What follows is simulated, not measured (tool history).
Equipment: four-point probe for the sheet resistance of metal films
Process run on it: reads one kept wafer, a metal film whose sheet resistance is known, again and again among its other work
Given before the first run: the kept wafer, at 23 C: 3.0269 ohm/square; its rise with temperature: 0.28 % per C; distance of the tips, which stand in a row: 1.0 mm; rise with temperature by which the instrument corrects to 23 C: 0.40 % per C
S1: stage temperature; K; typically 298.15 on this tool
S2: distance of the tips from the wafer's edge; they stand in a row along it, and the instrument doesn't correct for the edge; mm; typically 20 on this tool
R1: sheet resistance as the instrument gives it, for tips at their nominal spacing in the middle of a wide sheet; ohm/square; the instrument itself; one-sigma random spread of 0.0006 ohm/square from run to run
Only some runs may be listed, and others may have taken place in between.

run     day      S1  S2        R1
  1   0.000  298.15  20  3.012871
  2   2.183  298.15  20  3.012207
  3   3.971  298.15  13  3.018117
  4   6.671  298.15  13  3.017010
  5   8.379  298.15  33  3.010100
  6  12.108  307.15  20  2.980324
     12.396  -- stage's thermometer calibrated
  7  15.308  307.15  20  2.980807
  8  17.408  307.15  20  2.981710
  9  20.629  292.15  58  3.031477
 10  23.388  291.15   5  3.097849
     25.642  -- stage's thermometer calibrated, once more
 11  26.279  300.15   5  3.060900
 12  28.562  300.15  17  3.003912
 13  30.792  291.15  74  3.031710

The next listed run, before its measurement:
 14  33.429  296.15  37   ?

{"run 14": {"R1": 3.012859}}
With the hidden condition absent and the run-to-run variation left alone, this run would have shown R1 3.027995 ohm/square.

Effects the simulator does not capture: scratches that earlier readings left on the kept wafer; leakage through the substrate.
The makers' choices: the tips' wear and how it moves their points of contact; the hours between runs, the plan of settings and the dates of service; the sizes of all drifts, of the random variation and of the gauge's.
